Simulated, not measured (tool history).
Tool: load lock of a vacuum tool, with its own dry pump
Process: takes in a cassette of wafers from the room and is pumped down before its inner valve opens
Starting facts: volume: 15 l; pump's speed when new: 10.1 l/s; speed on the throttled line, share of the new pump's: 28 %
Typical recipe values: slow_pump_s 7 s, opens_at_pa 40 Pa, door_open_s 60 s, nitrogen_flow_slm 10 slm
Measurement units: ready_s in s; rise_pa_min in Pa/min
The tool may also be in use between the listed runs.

| run | hour | slow_pump_s | opens_at_pa | door_open_s | nitrogen_flow_slm | incoming humidity of the room's air, % | ready_s | rise_pa_min |
|---|---|---|---|---|---|---|---|---|
| 1 | 0.0 | 7 | 40 | 60 | 10 | 44.7 | 16.6 | 0.184 |
| 2 | 237.8 | 7 | 40 | 26 | 10 | 43.5 | 16.9 | 0.182 |
| 3 | 441.7 | 5 | 40 | 60 | 10 | 42.8 | 15.9 | 0.198 |
| 4 | 604.4 | 7 | 40 | 60 | 10 | 46.9 | 16.6 | 0.207 |
| 5 | 771.6 | 7 | 40 | 60 | 10 | 45.7 | 16.7 | 0.212 |
| 6 | 967.3 | 7 | 40 | 60 | 10 | 47.0 | 17.1 | 0.222 |
|  | 1065.1 | door's seal changed, seat wiped |
| 7 | 1074.0 | 7 | 40 | 60 | 10 | 45.3 | 17.0 | 0.074 |
| 8 | 1240.9 | 7 | 40 | 60 | 10 | 43.8 | 16.9 | 0.071 |
| 9 | 1468.9 | 6 | 40 | 60 | 11 | 45.0 | 16.0 | 0.072 |
| 10 | 1693.5 | 8 | 40 | 60 | 6 | 41.1 | 17.9 | 0.083 |
| 11 | 1932.1 | 9 | 69 | 30 | 8 | 46.4 | 17.5 | 0.074 |
| 12 | 2099.6 | 7 | 40 | 60 | 4 | 47.1 | 17.1 | 0.108 |
| 13 | 2222.9 | 9 | 40 | 233 | 4 | 45.1 | 18.3 | 0.148 |

What will run 14 give?
| 14 | 2437.1 | 9 | 40 | 233 | 4 | 41.4 | ? | ? |

{"run 14": {"ready_s": 18.0, "rise_pa_min": 0.141}}
Were there no unlogged condition in the tool, this run, its random variation unchanged, would have produced ready_s 17.5 s, rise_pa_min 0.127 Pa/min.
